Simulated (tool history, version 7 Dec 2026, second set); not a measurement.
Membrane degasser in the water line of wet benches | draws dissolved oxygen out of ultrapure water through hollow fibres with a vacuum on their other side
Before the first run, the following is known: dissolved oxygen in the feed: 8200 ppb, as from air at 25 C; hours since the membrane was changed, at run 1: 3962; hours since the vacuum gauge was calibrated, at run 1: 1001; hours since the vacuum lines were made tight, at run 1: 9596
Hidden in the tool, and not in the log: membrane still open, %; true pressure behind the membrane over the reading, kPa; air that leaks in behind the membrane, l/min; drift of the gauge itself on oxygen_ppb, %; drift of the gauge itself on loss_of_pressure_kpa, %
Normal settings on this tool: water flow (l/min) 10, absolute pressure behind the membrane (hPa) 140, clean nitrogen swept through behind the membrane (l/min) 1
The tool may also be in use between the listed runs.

run	hour	water flow (l/min)	absolute pressure behind the membrane (hPa)	clean nitrogen swept through behind the membrane (l/min)	hours since the membrane was changed	hours since the vacuum gauge was calibrated	hours since the vacuum lines were made tight	dissolved oxygen in the water behind the degasser (ppb)	pressure that the water loses in the fibres (hPa)
1	0	10	140	1	3962	1001	9596	264.7	609.5
2	109.5	10	140	1	4071	1111	9705	267.9	614.9
3	228	9	140	1	4190	1229	9824	239.2	548.5
4	369	10	140	1	4331	1370	9965	265.6	610.4
5	449.1	10	140	1	4411	1450	10045	267	614.7
6	608.1	10	140	0.45	4570	1609	10204	520	611.3
7	716.9	9	140	0.45	4679	1718	10313	474.1	552.1
8	892.3	9	140	0.45	4854	1894	10488	479.3	553
9	1033.2	9	242	0.45	4995	2035	10629	885.2	555.3
10	1205.8	9	242	0.45	5167	2207	10801	890.5	553.1
11	1372.3	9	242	0.45	5334	2374	10968	888.1	556.3
12	1518	9	242	0.45	5480	2519	11114	884.9	557.6
13	1699	9	242	0.45	5661	2700	11295	892.8	557.3
14	1885.8	14	242	0.45	5848	2887	11482	1244.7	867.3
15	2040.3	10	140	1	6002	3042	11636	268.3	624.2
16	2129.2	10	140	1	6091	3130	11725	267.1	621.4
# hour 2271.4: seals of the vacuum lines changed
17	2290.4	10	140	1	6250	3290	19	257.2	624.9
18	2438.9	9	218	1.6	6399	3438	167	248.9	558.2
19	2600.5	13	140	1	6560	3600	329	337.6	811.3
20	2750.8	13	140	1	6711	3750	479	337.9	815.2
21	2842	13	140	1	6802	3841	571	338.8	817.4
22	2920.9	13	193	0.68	6881	3920	649	665.7	815.5
# hour 2998.9: vacuum gauge calibrated
23	3076.6	11	347	0.5	7036	78	805	1340.6	690.9
24	3184.2	11	347	0.5	7143	185	912	1324.2	686.5
25	3289.2	11	143	0.57	7248	290	1017	461.5	689.4
26	3439.3	8	143	1.29	7399	440	1167	166.8	502.5
27	3566.4	12	89	2.72	7526	567	1294	74.7	753.2
28	3723.4	10	140	0.94	7683	724	1451	274	627.7
29	3869.3	10	140	0.49	7829	870	1597	478.1	631.3
30	3999	10	140	1.58	7958	1000	1727	169.8	633.5
31	4149.6	9	290	0.59	8109	1151	1878	836.7	566.3
32	4264.8	9	290	0.59	8224	1266	1993	825.5	566.4

The logged runs with the hidden state left out (each run's random variation unchanged):
run	dissolved oxygen in the water behind the degasser (ppb)	pressure that the water loses in the fibres (hPa)
1	252.2	592.3
2	255.1	597.1
3	226.2	532.1
4	252.4	591.6
5	253.5	595.5
6	502.9	591.4
7	455.5	533.7
8	460.1	534
9	849.5	535.7
10	853.8	532.8
11	850.8	535.2
12	847.2	536
13	854.1	535
14	1215.8	831.5
15	251.5	597.8
16	250.2	594.6
17	253.6	597.2
18	246.3	532.9
19	329.4	773.7
20	329.3	776.5
21	329.9	778.2
22	655.4	775.9
23	1335.1	656.6
24	1318.2	651.9
25	457.9	654.1
26	164.9	476.4
27	70.2	713.2
28	270.2	593.7
29	473.4	596.6
30	166.2	598.2
31	827.4	533.9
32	815.8	533.7
